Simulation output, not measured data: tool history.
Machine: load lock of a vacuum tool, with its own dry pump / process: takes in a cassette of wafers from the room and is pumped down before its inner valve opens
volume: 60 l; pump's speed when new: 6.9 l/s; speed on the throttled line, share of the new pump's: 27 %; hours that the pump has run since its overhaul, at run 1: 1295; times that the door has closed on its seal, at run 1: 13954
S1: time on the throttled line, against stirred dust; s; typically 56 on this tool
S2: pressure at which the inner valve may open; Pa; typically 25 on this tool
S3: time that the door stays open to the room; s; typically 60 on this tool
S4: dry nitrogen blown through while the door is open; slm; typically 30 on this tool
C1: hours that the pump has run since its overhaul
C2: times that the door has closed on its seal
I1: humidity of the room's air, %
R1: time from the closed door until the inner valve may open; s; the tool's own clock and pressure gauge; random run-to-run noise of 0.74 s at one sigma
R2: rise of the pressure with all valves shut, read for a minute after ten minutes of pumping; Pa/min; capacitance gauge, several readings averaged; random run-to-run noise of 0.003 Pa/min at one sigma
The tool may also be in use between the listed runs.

| run | hour | S1 | S2 | S3 | S4 | C1 | C2 | I1 | R1 | R2 |
|---|---|---|---|---|---|---|---|---|---|---|
| 1 | 0 | 56 | 25 | 60 | 30 | 1295 | 13954 | 44.4 | 113.3 | 0.168 |
| 2 | 96.4 | 56 | 25 | 60 | 30 | 1391 | 14247 | 42.8 | 114.7 | 0.175 |
| 3 | 157 | 56 | 19 | 60 | 30 | 1452 | 14432 | 38.3 | 117.6 | 0.171 |
| 4 | 216.5 | 56 | 25 | 131 | 30 | 1511 | 14613 | 46 | 114.1 | 0.195 |
| 5 | 308.1 | 56 | 25 | 131 | 30 | 1603 | 14891 | 43.4 | 113.8 | 0.193 |
| 6 | 403.2 | 56 | 25 | 131 | 30 | 1698 | 15181 | 46.6 | 114.7 | 0.208 |
| 7 | 470.1 | 56 | 25 | 131 | 30 | 1765 | 15384 | 41.7 | 113.8 | 0.207 |
| 8 | 527.6 | 56 | 25 | 60 | 30 | 1822 | 15560 | 46.7 | 114.5 | 0.192 |
| 9 | 591.5 | 56 | 25 | 26 | 30 | 1886 | 15754 | 46.2 | 115.2 | 0.187 |
| 10 | 665.9 | 56 | 25 | 26 | 30 | 1961 | 15980 | 44.2 | 115 | 0.19 |
| 11 | 710.6 | 56 | 21 | 60 | 30 | 2005 | 16116 | 45.9 | 116.1 | 0.209 |
| 12 | 795 | 32 | 21 | 60 | 30 | 2090 | 16373 | 42.3 | 98.7 | 0.207 |
| 13 | 888.3 | 32 | 21 | 60 | 30 | 2183 | 16657 | 42.4 | 99.5 | 0.213 |
| 14 | 970.7 | 71 | 25 | 60 | 30 | 2265 | 16908 | 43.9 | 124.6 | 0.218 |
| 15 | 1066.1 | 71 | 25 | 60 | 30 | 2361 | 17198 | 43.7 | 124.2 | 0.222 |
| 16 | 1138.2 | 71 | 25 | 60 | 30 | 2433 | 17417 | 46.9 | 124.5 | 0.224 |
| 17 | 1206 | 71 | 25 | 60 | 30 | 2501 | 17624 | 42.7 | 127 | 0.228 |
| 18 | 1288.7 | 71 | 25 | 60 | 30 | 2583 | 17875 | 47.2 | 125.3 | 0.242 |
| 19 | 1334 | 56 | 25 | 27 | 30 | 2629 | 18013 | 47.1 | 115.5 | 0.225 |
| 20 | 1379.5 | 56 | 25 | 31 | 30 | 2674 | 18152 | 47.9 | 115.1 | 0.233 |
| 21 | 1464.4 | 39 | 25 | 31 | 15 | 2759 | 18410 | 45.8 | 102.8 | 0.243 |
| 22 | 1530 | 30 | 25 | 163 | 5 | 2825 | 18610 | 44.3 | 95.2 | 0.291 |
| 23 | 1611.4 | 36 | 25 | 163 | 7 | 2906 | 18858 | 45.1 | 100.5 | 0.296 |
| 24 | 1699 | 36 | 48 | 40 | 7 | 2994 | 19124 | 46.3 | 94.8 | 0.267 |
| 25 | 1774.5 | 36 | 48 | 40 | 7 | 3069 | 19354 | 41.6 | 94.3 | 0.27 |
| 26 | 1825.9 | 36 | 48 | 78 | 9 | 3120 | 19510 | 45.1 | 94.6 | 0.283 |
| 27 | 1867.1 | 110 | 48 | 78 | 43 | 3162 | 19635 | 44.2 | 147.6 | 0.268 |
| 28 | 1922 | 110 | 48 | 78 | 43 | 3217 | 19802 | 44.7 | 147.4 | 0.26 |
| 29 | 1963.7 | 56 | 28 | 60 | 28 | 3258 | 19929 | 46.9 | 113.8 | 0.266 |
| 30 | 2012.7 | 56 | 33 | 60 | 28 | 3307 | 20078 | 45.1 | 113 | 0.276 |
| 31 | 2104.8 | 56 | 33 | 60 | 28 | 3399 | 20359 | 41.4 | 111.7 | 0.273 |
| 32 | 2191 | 56 | 25 | 40 | 30 | 3486 | 20621 | 41.8 | 114 | 0.277 |
| 33 | 2279.3 | 56 | 25 | 40 | 30 | 3574 | 20890 | 42.4 | 115 | 0.283 |
| 34 | 2363 | 67 | 35 | 60 | 40 | 3658 | 21144 | 45.5 | 120.2 | 0.298 |
| 35 | 2403.4 | 30 | 25 | 57 | 30 | 3698 | 21268 | 46.6 | 96.8 | 0.298 |
| 36 | 2463 | 30 | 25 | 57 | 30 | 3758 | 21449 | 44.3 | 95.7 | 0.306 |

What if the next run were any one of these 5? Each begins from the tool's condition after run 36:
| A | 2543.2 | 56 | 29 | 60 | 30 | 3838 | 21693 | 44.8 | ? | ? |
| B | 2543.2 | 30 | 25 | 57 | 10 | 3838 | 21693 | 43.5 | ? | ? |
| C | 2543.2 | 30 | 25 | 132 | 30 | 3838 | 21693 | 42.8 | ? | ? |
| D | 2543.2 | 30 | 25 | 57 | 7 | 3838 | 21693 | 44.4 | ? | ? |
| E | 2543.2 | 29 | 24 | 60 | 30 | 3838 | 21693 | 39 | ? | ? |

| run | R1 | R2 |
|---|---|---|
| A | 113.3 | 0.314 |
| B | 96.6 | 0.322 |
| C | 96.9 | 0.326 |
| D | 97.2 | 0.319 |
| E | 96.8 | 0.3 |
The same runs, with their run-to-run variation unchanged, on a tool lacking any hidden condition would have given:
| run | R1 | R2 |
|---|---|---|
| A | 110.9 | 0.034 |
| B | 93.9 | 0.046 |
| C | 94.1 | 0.045 |
| D | 94.4 | 0.048 |
| E | 94.1 | 0.027 |

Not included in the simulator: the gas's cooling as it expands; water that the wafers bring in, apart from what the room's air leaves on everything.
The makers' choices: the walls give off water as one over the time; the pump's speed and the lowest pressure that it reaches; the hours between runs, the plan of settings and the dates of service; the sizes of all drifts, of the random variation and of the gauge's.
